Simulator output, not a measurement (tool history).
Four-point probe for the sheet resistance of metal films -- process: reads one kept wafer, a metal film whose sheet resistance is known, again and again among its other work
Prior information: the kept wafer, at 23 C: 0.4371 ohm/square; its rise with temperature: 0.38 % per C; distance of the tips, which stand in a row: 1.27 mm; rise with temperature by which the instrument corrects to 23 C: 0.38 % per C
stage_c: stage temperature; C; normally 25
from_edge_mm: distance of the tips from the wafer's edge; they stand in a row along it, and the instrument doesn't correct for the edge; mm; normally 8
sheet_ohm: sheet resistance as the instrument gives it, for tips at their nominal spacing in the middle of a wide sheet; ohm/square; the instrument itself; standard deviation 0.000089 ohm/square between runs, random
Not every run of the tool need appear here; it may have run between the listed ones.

{"run": 1, "hour": 0.0, "stage_c": 25, "from_edge_mm": 8, "sheet_ohm": 0.44668}
{"run": 2, "hour": 44.7, "stage_c": 25, "from_edge_mm": 24, "sheet_ohm": 0.441491}
{"run": 3, "hour": 78.7, "stage_c": 25, "from_edge_mm": 24, "sheet_ohm": 0.441283}
{"run": 4, "hour": 122.3, "stage_c": 25, "from_edge_mm": 8, "sheet_ohm": 0.44667}
{"run": 5, "hour": 168.6, "stage_c": 34, "from_edge_mm": 8, "sheet_ohm": 0.446519}
{"run": 6, "hour": 233.3, "stage_c": 25, "from_edge_mm": 8, "sheet_ohm": 0.446588}
{"run": 7, "hour": 264.8, "stage_c": 25, "from_edge_mm": 8, "sheet_ohm": 0.446342}
{"run": 8, "hour": 328.7, "stage_c": 25, "from_edge_mm": 8, "sheet_ohm": 0.446341}
{"run": 9, "hour": 361.0, "stage_c": 25, "from_edge_mm": 8, "sheet_ohm": 0.446345}
{"run": 10, "hour": 413.9, "stage_c": 25, "from_edge_mm": 8, "sheet_ohm": 0.446295}
{"run": 11, "hour": 462.5, "stage_c": 25, "from_edge_mm": 8, "sheet_ohm": 0.446108}
{"run": 12, "hour": 523.3, "stage_c": 25, "from_edge_mm": 8, "sheet_ohm": 0.446185}
{"run": 13, "hour": 590.2, "stage_c": 23, "from_edge_mm": 4, "sheet_ohm": 0.462715}
{"run": 14, "hour": 622.8, "stage_c": 19, "from_edge_mm": 5, "sheet_ohm": 0.454876}
{"run": 15, "hour": 682.9, "stage_c": 19, "from_edge_mm": 5, "sheet_ohm": 0.454824}
{"run": 16, "hour": 738.2, "stage_c": 23, "from_edge_mm": 65, "sheet_ohm": 0.440385}
{"run": 17, "hour": 806.0, "stage_c": 25, "from_edge_mm": 9, "sheet_ohm": 0.444711}
{"run": 18, "hour": 863.6, "stage_c": 25, "from_edge_mm": 19, "sheet_ohm": 0.440824}
{"run": 19, "hour": 895.1, "stage_c": 25, "from_edge_mm": 7, "sheet_ohm": 0.447525}
{"run": 20, "hour": 959.1, "stage_c": 25, "from_edge_mm": 7, "sheet_ohm": 0.447435}
{"run": 21, "hour": 996.8, "stage_c": 19, "from_edge_mm": 21, "sheet_ohm": 0.440557}
{"run": 22, "hour": 1056.8, "stage_c": 19, "from_edge_mm": 21, "sheet_ohm": 0.440557}

Predict each of these 5 candidate next runs independently; none follows another, all start after run 22:
{"run": "A", "hour": 1114.4, "stage_c": 23, "from_edge_mm": 4, "sheet_ohm": "?"}
{"run": "B", "hour": 1114.4, "stage_c": 28, "from_edge_mm": 52, "sheet_ohm": "?"}
{"run": "C", "hour": 1114.4, "stage_c": 28, "from_edge_mm": 4, "sheet_ohm": "?"}
{"run": "D", "hour": 1114.4, "stage_c": 28, "from_edge_mm": 5, "sheet_ohm": "?"}
{"run": "E", "hour": 1114.4, "stage_c": 29, "from_edge_mm": 36, "sheet_ohm": "?"}

run=A sheet_ohm=0.462189
run=B sheet_ohm=0.43969
run=C sheet_ohm=0.462148
run=D sheet_ohm=0.454253
run=E sheet_ohm=0.439876
Take away the tool's hidden state, keep each run's random variation, and the runs would have read:
run=A sheet_ohm=0.459514
run=B sheet_ohm=0.43712
run=C sheet_ohm=0.459461
run=D sheet_ohm=0.451607
run=E sheet_ohm=0.437304
